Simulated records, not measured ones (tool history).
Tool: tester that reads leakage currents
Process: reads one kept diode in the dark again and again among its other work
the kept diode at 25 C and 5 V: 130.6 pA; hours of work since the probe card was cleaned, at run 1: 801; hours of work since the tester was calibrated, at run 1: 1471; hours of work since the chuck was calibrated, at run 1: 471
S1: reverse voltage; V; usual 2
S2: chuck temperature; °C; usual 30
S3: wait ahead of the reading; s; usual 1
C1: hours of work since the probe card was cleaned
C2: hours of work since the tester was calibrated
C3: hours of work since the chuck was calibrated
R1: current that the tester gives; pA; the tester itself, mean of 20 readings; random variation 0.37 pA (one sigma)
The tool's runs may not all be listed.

run	day	S1	S2	S3	C1	C2	C3	R1
1	0	2	30	1	801	1471	471	124.95
2	3.246	2	30	1	840	1510	510	125.85
3	6.483	2	30	0.67	879	1549	549	126.65
4	7.933	2	30	0.67	896	1567	566	126.4
5	11.054	2	30	0.67	934	1604	603	126.77
6	13.708	2	30	0.67	966	1636	635	127.38
7	15.171	2	30	0.67	983	1653	653	127.07
8	16.688	2	30	1	1001	1671	671	128.03
9	18.567	2	30	2.34	1024	1694	694	127.58
10	21.475	2	20	1	1059	1729	728	54.45
11	24.796	2	20	1.05	1098	1769	768	54.8
12	27.208	2	20	1.05	1127	1797	797	54.42
13	30.488	2	20	1.05	1167	1837	836	55.11
# day 33.529: chuck's temperature calibrated
14	34	1.94	34	1.2	1208	1878	6	165.43
15	35.658	7.62	38	8.64	1228	1898	25	501.6
16	39.012	1.58	21	3.99	1268	1938	66	48.65
17	41.5	2	45	4	1298	1968	95	409.08
18	44.646	3.93	23	1	1335	2005	133	100.74
19	46.612	3.22	23	1.36	1359	2029	157	88.94
20	49.988	14.28	40	1	1399	2069	197	852.83
21	51.5	14.28	40	1	1417	2088	215	856.17
22	53.254	14.28	40	1	1438	2109	236	861.58
23	55.125	2	59	2.73	1461	2131	259	1173.07
24	58.438	11.93	34	6.42	1501	2171	298	481.89
25	60.642	2.05	50	1	1527	2197	325	617.11

5 ways to go on from here, each from the tool as it stands after run 25. What would each give?
A	62.238	1.11	27	5.72	1546	2216	344	?
B	62.238	13.11	21	1	1546	2216	344	?
C	62.238	2.05	50	4.23	1546	2216	344	?
D	62.238	3.33	50	0.55	1546	2216	344	?
E	62.238	2.05	30	1.37	1546	2216	344	?

run	R1
A	68.24
B	181.28
C	615.94
D	816.19
E	125.66
Without the tool's hidden state the same runs would have given:
run	R1
A	66.86
B	159.18
C	618.67
D	818.67
E	123.12

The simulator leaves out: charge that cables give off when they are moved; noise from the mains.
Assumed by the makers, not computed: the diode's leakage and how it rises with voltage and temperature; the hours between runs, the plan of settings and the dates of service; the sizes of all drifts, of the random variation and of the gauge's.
